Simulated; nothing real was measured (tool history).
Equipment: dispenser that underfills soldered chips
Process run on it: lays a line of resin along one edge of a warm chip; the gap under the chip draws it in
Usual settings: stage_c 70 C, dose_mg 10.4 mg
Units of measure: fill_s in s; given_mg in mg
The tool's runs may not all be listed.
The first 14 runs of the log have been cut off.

run 15 hour=51.5 | stage_c=70 dose_mg=10.4 | fill_s=80.1 given_mg=10.06
run 16 hour=55.1 | stage_c=70 dose_mg=10.4 | fill_s=88.2 given_mg=9.84
-- hour=56.5 new syringe of resin
run 17 hour=59.5 | stage_c=70 dose_mg=10.4 | fill_s=71.3 given_mg=9.87
run 18 hour=63.2 | stage_c=70 dose_mg=10.4 | fill_s=79.1 given_mg=9.99
run 19 hour=65.9 | stage_c=70 dose_mg=10.4 | fill_s=86.3 given_mg=9.84
-- hour=68.5 new syringe of resin
run 20 hour=69.5 | stage_c=56 dose_mg=10.7 | fill_s=136 given_mg=10.23
run 21 hour=73.2 | stage_c=66 dose_mg=10.7 | fill_s=91.1 given_mg=10.07
run 22 hour=77.4 | stage_c=74 dose_mg=10.4 | fill_s=68.7 given_mg=9.9
run 23 hour=79.9 | stage_c=71 dose_mg=10.4 | fill_s=85 given_mg=9.77
-- hour=80.6 new syringe of resin
run 24 hour=83.8 | stage_c=84 dose_mg=9.6 | fill_s=38.5 given_mg=9.14
run 25 hour=88.4 | stage_c=64 dose_mg=12.5 | fill_s=106.6 given_mg=11.75
run 26 hour=91.6 | stage_c=64 dose_mg=12.6 | fill_s=115.6 given_mg=11.89
-- hour=92.7 new syringe of resin
run 27 hour=94.5 | stage_c=80 dose_mg=9.9 | fill_s=43.9 given_mg=9.44
run 28 hour=97.8 | stage_c=85 dose_mg=11.3 | fill_s=37.6 given_mg=10.47
run 29 hour=102.5 | stage_c=65 dose_mg=9.7 | fill_s=115.5 given_mg=9
-- hour=104.6 new syringe of resin
run 30 hour=106.4 | stage_c=67 dose_mg=9.9 | fill_s=82.4 given_mg=9.21
run 31 hour=109.5 | stage_c=72 dose_mg=13.1 | fill_s=65.5 given_mg=12.13
run 32 hour=112.2 | stage_c=80 dose_mg=9.8 | fill_s=51.8 given_mg=9.09
run 33 hour=115.4 | stage_c=76 dose_mg=12.2 | fill_s=64.8 given_mg=11.32
-- hour=116.6 new syringe of resin
run 34 hour=118.4 | stage_c=76 dose_mg=12.2 | fill_s=49.3 given_mg=11.09
run 35 hour=120.4 | stage_c=76 dose_mg=10.4 | fill_s=55 given_mg=9.64
run 36 hour=123.7 | stage_c=62 dose_mg=13.1 | fill_s=113.6 given_mg=12.12

Forecast each of these 3 alternatives for the next run:
run A hour=128 | stage_c=74 dose_mg=9.7 | fill_s=? given_mg=?
run B hour=128 | stage_c=62 dose_mg=12.2 | fill_s=? given_mg=?
run C hour=128 | stage_c=70 dose_mg=10.2 | fill_s=? given_mg=?

run=A fill_s=77.1 given_mg=8.93
run=B fill_s=130 given_mg=11.19
run=C fill_s=91.6 given_mg=9.29
Without the tool's hidden state the same runs would have given:
run=A fill_s=56.3 given_mg=9.72
run=B fill_s=97.2 given_mg=12.18
run=C fill_s=67.3 given_mg=10.11
